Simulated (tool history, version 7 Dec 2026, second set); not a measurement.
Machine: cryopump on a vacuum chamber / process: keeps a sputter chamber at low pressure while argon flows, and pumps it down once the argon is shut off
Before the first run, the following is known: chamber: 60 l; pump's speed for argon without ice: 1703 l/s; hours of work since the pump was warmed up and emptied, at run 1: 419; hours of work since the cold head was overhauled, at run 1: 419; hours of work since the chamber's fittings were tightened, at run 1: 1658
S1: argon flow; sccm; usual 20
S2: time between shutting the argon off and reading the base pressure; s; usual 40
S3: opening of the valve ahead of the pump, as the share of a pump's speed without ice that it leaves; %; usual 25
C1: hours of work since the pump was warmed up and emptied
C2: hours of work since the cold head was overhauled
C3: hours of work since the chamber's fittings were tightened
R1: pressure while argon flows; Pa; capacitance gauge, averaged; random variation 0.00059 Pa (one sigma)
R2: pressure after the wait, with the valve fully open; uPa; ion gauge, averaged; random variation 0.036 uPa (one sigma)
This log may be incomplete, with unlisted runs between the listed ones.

{"run": 1, "day": 0.0, "S1": 20, "S2": 40, "S3": 25, "C1": 419, "C2": 419, "C3": 1658, "R1": 0.0843, "R2": 4.65}
{"day": 0.954, "done": "pump warmed up, emptied and cooled again"}
{"run": 2, "day": 2.321, "S1": 20, "S2": 40, "S3": 25, "C1": 27, "C2": 461, "C3": 1700, "R1": 0.079, "R2": 4.21}
{"day": 3.188, "done": "leaking fittings of the chamber tightened, without venting"}
{"run": 3, "day": 3.488, "S1": 20, "S2": 40, "S3": 25, "C1": 48, "C2": 482, "C3": 6, "R1": 0.0798, "R2": 1.98}
{"run": 4, "day": 4.496, "S1": 20, "S2": 40, "S3": 25, "C1": 68, "C2": 502, "C3": 26, "R1": 0.0798, "R2": 2.07}
{"run": 5, "day": 5.538, "S1": 20, "S2": 40, "S3": 25, "C1": 89, "C2": 523, "C3": 46, "R1": 0.0809, "R2": 2.09}
{"run": 6, "day": 7.242, "S1": 20, "S2": 40, "S3": 25, "C1": 122, "C2": 556, "C3": 80, "R1": 0.0806, "R2": 2.1}
{"run": 7, "day": 8.292, "S1": 20, "S2": 22, "S3": 25, "C1": 143, "C2": 577, "C3": 101, "R1": 0.081, "R2": 3.53}
{"run": 8, "day": 10.4, "S1": 20, "S2": 22, "S3": 47, "C1": 185, "C2": 619, "C3": 142, "R1": 0.044, "R2": 3.71}
{"run": 9, "day": 12.638, "S1": 20, "S2": 22, "S3": 47, "C1": 229, "C2": 663, "C3": 186, "R1": 0.0438, "R2": 3.72}
{"run": 10, "day": 14.379, "S1": 9, "S2": 40, "S3": 25, "C1": 263, "C2": 697, "C3": 221, "R1": 0.0374, "R2": 2.38}
{"run": 11, "day": 16.612, "S1": 9, "S2": 143, "S3": 25, "C1": 307, "C2": 741, "C3": 265, "R1": 0.0369, "R2": 1.12}
{"run": 12, "day": 18.758, "S1": 9, "S2": 143, "S3": 25, "C1": 349, "C2": 783, "C3": 307, "R1": 0.0374, "R2": 1.18}
{"run": 13, "day": 20.442, "S1": 9, "S2": 143, "S3": 25, "C1": 382, "C2": 817, "C3": 340, "R1": 0.0375, "R2": 1.23}
{"run": 14, "day": 21.475, "S1": 9, "S2": 24, "S3": 25, "C1": 403, "C2": 837, "C3": 360, "R1": 0.039, "R2": 3.74}
{"run": 15, "day": 22.454, "S1": 9, "S2": 24, "S3": 38, "C1": 422, "C2": 856, "C3": 380, "R1": 0.0251, "R2": 3.84}
{"day": 23.162, "done": "pump warmed up, emptied and cooled again"}
{"run": 16, "day": 23.958, "S1": 20, "S2": 40, "S3": 22, "C1": 16, "C2": 882, "C3": 405, "R1": 0.0899, "R2": 2.44}
{"run": 17, "day": 26.183, "S1": 20, "S2": 40, "S3": 22, "C1": 60, "C2": 926, "C3": 449, "R1": 0.0907, "R2": 2.56}
{"run": 18, "day": 27.879, "S1": 25, "S2": 25, "S3": 25, "C1": 93, "C2": 959, "C3": 483, "R1": 0.1002, "R2": 3.71}
{"run": 19, "day": 29.679, "S1": 21, "S2": 160, "S3": 46, "C1": 128, "C2": 995, "C3": 518, "R1": 0.0467, "R2": 1.34}
{"run": 20, "day": 30.862, "S1": 9, "S2": 198, "S3": 17, "C1": 152, "C2": 1018, "C3": 541, "R1": 0.0538, "R2": 1.29}
{"run": 21, "day": 31.825, "S1": 11, "S2": 136, "S3": 18, "C1": 171, "C2": 1037, "C3": 560, "R1": 0.0617, "R2": 1.47}
{"run": 22, "day": 33.829, "S1": 11, "S2": 251, "S3": 33, "C1": 210, "C2": 1076, "C3": 600, "R1": 0.035, "R2": 1.35}
{"run": 23, "day": 34.838, "S1": 11, "S2": 251, "S3": 33, "C1": 230, "C2": 1096, "C3": 620, "R1": 0.0339, "R2": 1.39}
{"run": 24, "day": 37.071, "S1": 14, "S2": 37, "S3": 43, "C1": 274, "C2": 1140, "C3": 664, "R1": 0.0339, "R2": 3.08}
{"run": 25, "day": 38.612, "S1": 14, "S2": 37, "S3": 43, "C1": 305, "C2": 1171, "C3": 694, "R1": 0.0357, "R2": 3.22}
{"run": 26, "day": 39.642, "S1": 27, "S2": 262, "S3": 29, "C1": 325, "C2": 1191, "C3": 714, "R1": 0.0975, "R2": 1.55}
{"run": 27, "day": 40.667, "S1": 19, "S2": 40, "S3": 38, "C1": 345, "C2": 1211, "C3": 735, "R1": 0.0539, "R2": 3.13}
{"run": 28, "day": 42.596, "S1": 18, "S2": 83, "S3": 46, "C1": 383, "C2": 1249, "C3": 773, "R1": 0.0433, "R2": 2.29}
{"run": 29, "day": 44.671, "S1": 10, "S2": 154, "S3": 40, "C1": 424, "C2": 1290, "C3": 814, "R1": 0.0269, "R2": 2.03}
{"day": 45.312, "done": "pump warmed up, emptied and cooled again"}
{"run": 30, "day": 46.842, "S1": 30, "S2": 234, "S3": 40, "C1": 30, "C2": 1329, "C3": 852, "R1": 0.0756, "R2": 1.56}
{"run": 31, "day": 48.721, "S1": 30, "S2": 35, "S3": 40, "C1": 67, "C2": 1366, "C3": 889, "R1": 0.0765, "R2": 3.42}
{"run": 32, "day": 50.696, "S1": 20, "S2": 51, "S3": 59, "C1": 106, "C2": 1405, "C3": 928, "R1": 0.0352, "R2": 2.81}
{"run": 33, "day": 51.671, "S1": 20, "S2": 51, "S3": 59, "C1": 125, "C2": 1424, "C3": 947, "R1": 0.0354, "R2": 2.96}

The same runs without the tool's hidden state, with the same run-to-run variation:
The hidden state here: pump's speed, % of a pump's without ice; cold plate's temperature, K; leak into the chamber, uPa l/s; drift of the gauge itself on working_pa, %; drift of the gauge itself on base_upa, %.
run=1 R1=0.0796 R2=1.96
run=2 R1=0.0787 R2=1.97
run=3 R1=0.0793 R2=1.96
run=4 R1=0.079 R2=2.03
run=5 R1=0.08 R2=2.01
run=6 R1=0.0793 R2=1.97
run=7 R1=0.0795 R2=3.37
run=8 R1=0.0421 R2=3.49
run=9 R1=0.0414 R2=3.42
run=10 R1=0.0361 R2=2.02
run=11 R1=0.0354 R2=0.68
run=12 R1=0.0357 R2=0.68
run=13 R1=0.0356 R2=0.67
run=14 R1=0.037 R2=3.14
run=15 R1=0.023 R2=3.19
run=16 R1=0.0896 R2=1.92
run=17 R1=0.0899 R2=1.94
run=18 R1=0.0987 R2=3.05
run=19 R1=0.0452 R2=0.6
run=20 R1=0.053 R2=0.51
run=21 R1=0.0607 R2=0.69
run=22 R1=0.0337 R2=0.48
run=23 R1=0.0325 R2=0.47
run=24 R1=0.0317 R2=2.1
run=25 R1=0.0333 R2=2.14
run=26 R1=0.0925 R2=0.43
run=27 R1=0.0501 R2=1.96
run=28 R1=0.0393 R2=1.04
run=29 R1=0.0244 R2=0.68
run=30 R1=0.0748 R2=0.47
run=31 R1=0.0751 R2=2.24
run=32 R1=0.0339 R2=1.55
run=33 R1=0.0339 R2=1.63
